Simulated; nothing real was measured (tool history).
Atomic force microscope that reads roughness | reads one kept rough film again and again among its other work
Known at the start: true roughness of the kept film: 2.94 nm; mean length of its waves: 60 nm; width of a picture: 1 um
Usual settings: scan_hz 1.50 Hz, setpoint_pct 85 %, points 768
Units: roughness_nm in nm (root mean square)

run	hour	scan_hz	setpoint_pct	points	roughness_nm
1	0.0	1.50	85	768	2.318
2	16.9	1.50	85	768	2.314
3	50.2	1.50	85	768	2.270
4	68.3	1.50	85	768	2.269
5	90.3	1.50	85	768	2.240
6	125.2	1.50	85	768	2.222
# hour 150.3: new tip fitted
7	158.0	1.50	86	768	2.377
8	194.0	1.50	86	768	2.351
9	220.4	2.85	86	768	2.047
10	248.2	2.85	86	768	2.026
11	270.3	1.08	85	768	2.417
12	289.1	1.50	61	768	2.600
13	322.5	1.50	61	768	2.565
14	341.0	1.50	61	768	2.556
15	361.0	1.50	85	768	2.249
16	393.9	1.50	85	768	2.236
17	409.7	1.50	85	768	2.233
18	426.4	1.50	85	320	2.218
# hour 436.5: new tip fitted
19	455.2	1.50	85	320	2.354
20	481.1	1.39	85	768	2.394
21	501.3	1.39	85	768	2.354
22	523.7	1.50	59	768	2.647
23	554.7	1.50	59	768	2.619

The next listed run, before its measurement:
24	575.7	0.51	59	409	?

{"run 24": {"roughness_nm": 2.66}}
Without the tool's hidden state the same run would have given roughness_nm 2.795 nm (root mean square).
